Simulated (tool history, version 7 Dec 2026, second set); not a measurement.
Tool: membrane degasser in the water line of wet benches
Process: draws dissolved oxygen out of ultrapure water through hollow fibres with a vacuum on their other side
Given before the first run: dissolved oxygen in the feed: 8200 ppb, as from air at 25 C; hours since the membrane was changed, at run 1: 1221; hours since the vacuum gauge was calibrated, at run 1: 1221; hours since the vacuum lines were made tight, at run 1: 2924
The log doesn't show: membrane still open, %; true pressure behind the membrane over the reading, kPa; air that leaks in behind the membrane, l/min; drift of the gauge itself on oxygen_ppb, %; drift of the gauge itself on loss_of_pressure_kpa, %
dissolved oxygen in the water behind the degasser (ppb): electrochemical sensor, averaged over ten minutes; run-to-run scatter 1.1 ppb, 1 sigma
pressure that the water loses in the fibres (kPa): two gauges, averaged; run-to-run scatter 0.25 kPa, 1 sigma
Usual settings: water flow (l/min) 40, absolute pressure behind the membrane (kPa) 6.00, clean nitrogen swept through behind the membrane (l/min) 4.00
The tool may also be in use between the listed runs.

| run | day | water flow (l/min) | absolute pressure behind the membrane (kPa) | clean nitrogen swept through behind the membrane (l/min) | hours since the membrane was changed | hours since the vacuum gauge was calibrated | hours since the vacuum lines were made tight | dissolved oxygen in the water behind the degasser (ppb) | pressure that the water loses in the fibres (kPa) |
|---|---|---|---|---|---|---|---|---|---|
| 1 | 0.000 | 40 | 6.00 | 4.00 | 1221 | 1221 | 2924 | 115.4 | 65.98 |
| 2 | 2.179 | 40 | 6.00 | 4.00 | 1273 | 1273 | 2977 | 115.9 | 66.03 |
| 3 | 5.250 | 40 | 6.00 | 4.00 | 1347 | 1347 | 3050 | 114.7 | 66.53 |
| 4 | 7.758 | 40 | 7.74 | 4.00 | 1407 | 1407 | 3111 | 155.5 | 66.29 |
| 5 | 9.654 | 40 | 7.74 | 4.00 | 1452 | 1452 | 3156 | 159.2 | 66.35 |
| 6 | 11.633 | 40 | 7.74 | 4.00 | 1500 | 1500 | 3204 | 155.8 | 66.68 |
| 7 | 14.679 | 40 | 6.00 | 4.00 | 1573 | 1573 | 3277 | 118.6 | 66.46 |
| 8 | 17.717 | 40 | 6.00 | 2.62 | 1646 | 1646 | 3350 | 148.9 | 66.67 |
| 9 | 20.742 | 40 | 6.00 | 4.00 | 1718 | 1718 | 3422 | 116.4 | 66.10 |
| 10 | 24.212 | 40 | 6.00 | 4.00 | 1802 | 1802 | 3505 | 117.1 | 66.82 |
| 11 | 27.554 | 40 | 6.00 | 4.00 | 1882 | 1882 | 3586 | 116.9 | 66.70 |
| 12 | 29.875 | 52 | 6.00 | 4.00 | 1938 | 1938 | 3641 | 185.6 | 86.07 |
|  | 30.079 | vacuum gauge calibrated |
| 13 | 32.488 | 40 | 6.00 | 4.00 | 2000 | 58 | 3704 | 118.7 | 66.34 |
| 14 | 34.638 | 40 | 6.00 | 4.00 | 2051 | 109 | 3755 | 120.5 | 66.55 |
| 15 | 37.212 | 40 | 6.00 | 4.00 | 2113 | 171 | 3817 | 118.7 | 66.58 |
| 16 | 39.329 | 40 | 6.00 | 4.00 | 2164 | 222 | 3868 | 121.7 | 66.81 |
| 17 | 42.133 | 40 | 14.36 | 4.05 | 2231 | 289 | 3935 | 304.8 | 66.46 |
| 18 | 44.917 | 40 | 14.36 | 4.05 | 2298 | 356 | 4002 | 302.9 | 66.80 |
| 19 | 47.079 | 40 | 14.36 | 4.05 | 2350 | 408 | 4054 | 307.7 | 67.09 |
| 20 | 49.338 | 40 | 14.36 | 4.05 | 2404 | 462 | 4108 | 303.3 | 66.47 |
| 21 | 51.304 | 40 | 14.36 | 4.05 | 2451 | 509 | 4155 | 307.4 | 66.57 |
|  | 53.133 | vacuum gauge calibrated, once more |
| 22 | 54.650 | 40 | 6.00 | 2.22 | 2531 | 36 | 4235 | 159.2 | 66.96 |
| 23 | 56.496 | 40 | 6.00 | 1.94 | 2575 | 81 | 4279 | 173.2 | 66.89 |
| 24 | 59.917 | 40 | 6.00 | 1.94 | 2658 | 163 | 4361 | 173.0 | 67.19 |
| 25 | 63.229 | 40 | 6.00 | 1.94 | 2737 | 242 | 4441 | 175.3 | 67.31 |
| 26 | 65.225 | 40 | 6.00 | 1.94 | 2785 | 290 | 4489 | 172.8 | 67.19 |
| 27 | 68.246 | 40 | 6.00 | 1.94 | 2857 | 363 | 4561 | 176.2 | 67.14 |
| 28 | 70.125 | 26 | 13.89 | 6.35 | 2903 | 408 | 4606 | 121.9 | 43.74 |
| 29 | 72.083 | 29 | 8.55 | 4.00 | 2950 | 455 | 4653 | 112.5 | 48.57 |
| 30 | 74.325 | 29 | 8.30 | 4.00 | 3003 | 509 | 4707 | 108.2 | 48.89 |
| 31 | 76.262 | 40 | 6.00 | 4.00 | 3050 | 555 | 4754 | 117.0 | 67.06 |
| 32 | 78.175 | 40 | 6.00 | 4.00 | 3096 | 601 | 4800 | 115.7 | 67.60 |

How would selected steps in dissolved oxygen in the water behind the degasser (ppb) from run to run divide? Give the signed amount a tool lacking its hidden state would still show from settings, what came in and random variation, and the signed amount left for the hidden state, including any gauge scatter that is not in both of the compared results.
Run 11 -> 12: water flow (l/min) 40 -> 52. dissolved oxygen in the water behind the degasser (ppb) +68.7: hidden state +3.7, all else +65.0.
Run 16 -> 17: absolute pressure behind the membrane (kPa) 6.00 -> 14.36, clean nitrogen swept through behind the membrane (l/min) 4.00 -> 4.05. dissolved oxygen in the water behind the degasser (ppb) +183.1: hidden state +0.3, all else +182.8.
Run 21 -> 22: absolute pressure behind the membrane (kPa) 14.36 -> 6.00, clean nitrogen swept through behind the membrane (l/min) 4.05 -> 2.22, vacuum gauge calibrated, once more. dissolved oxygen in the water behind the degasser (ppb) -148.2: hidden state -6.8, all else -141.4.
Run 27 -> 28: water flow (l/min) 40 -> 26, absolute pressure behind the membrane (kPa) 6.00 -> 13.89, clean nitrogen swept through behind the membrane (l/min) 1.94 -> 6.35. dissolved oxygen in the water behind the degasser (ppb) -54.3: hidden state -3.0, all else -51.3.
